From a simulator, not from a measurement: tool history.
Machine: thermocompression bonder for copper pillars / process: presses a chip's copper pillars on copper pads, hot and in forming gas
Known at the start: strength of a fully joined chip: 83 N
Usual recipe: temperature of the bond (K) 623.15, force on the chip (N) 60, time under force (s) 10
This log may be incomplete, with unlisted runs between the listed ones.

run	hour	temperature of the bond (K)	force on the chip (N)	time under force (s)	force that shears a chip off (N)
1	0	623.15	60	10	55.7
2	10	623.15	58	10	54.5
3	23.3	623.15	58	10	54.5
4	35	623.15	60	10	55.5
5	48	623.15	60	6	47.4
6	62.4	623.15	60	6	47.6
7	72.6	623.15	60	10	55
8	84	623.15	60	10	55.1
9	94.8	623.15	60	10	55.1
10	103.2	623.15	60	10	55
11	112.9	623.15	60	10	54.7
12	127.6	623.15	60	6	47.4
13	142.1	623.15	60	6	46.9
14	153.4	634.15	60	10	59.7
15	164.6	634.15	60	10	59.9
16	174	634.15	60	10	59.8
17	183.1	634.15	60	10	59.6
18	198.5	634.15	60	10	59.4
19	213.6	634.15	60	10	59.4

The next listed run, before its measurement:
20	223.1	634.15	60	10	?

Run 20 gave force that shears a chip off (N) 59.8.
With no hidden state in the tool, this same run would have given force that shears a chip off (N) 62.6.

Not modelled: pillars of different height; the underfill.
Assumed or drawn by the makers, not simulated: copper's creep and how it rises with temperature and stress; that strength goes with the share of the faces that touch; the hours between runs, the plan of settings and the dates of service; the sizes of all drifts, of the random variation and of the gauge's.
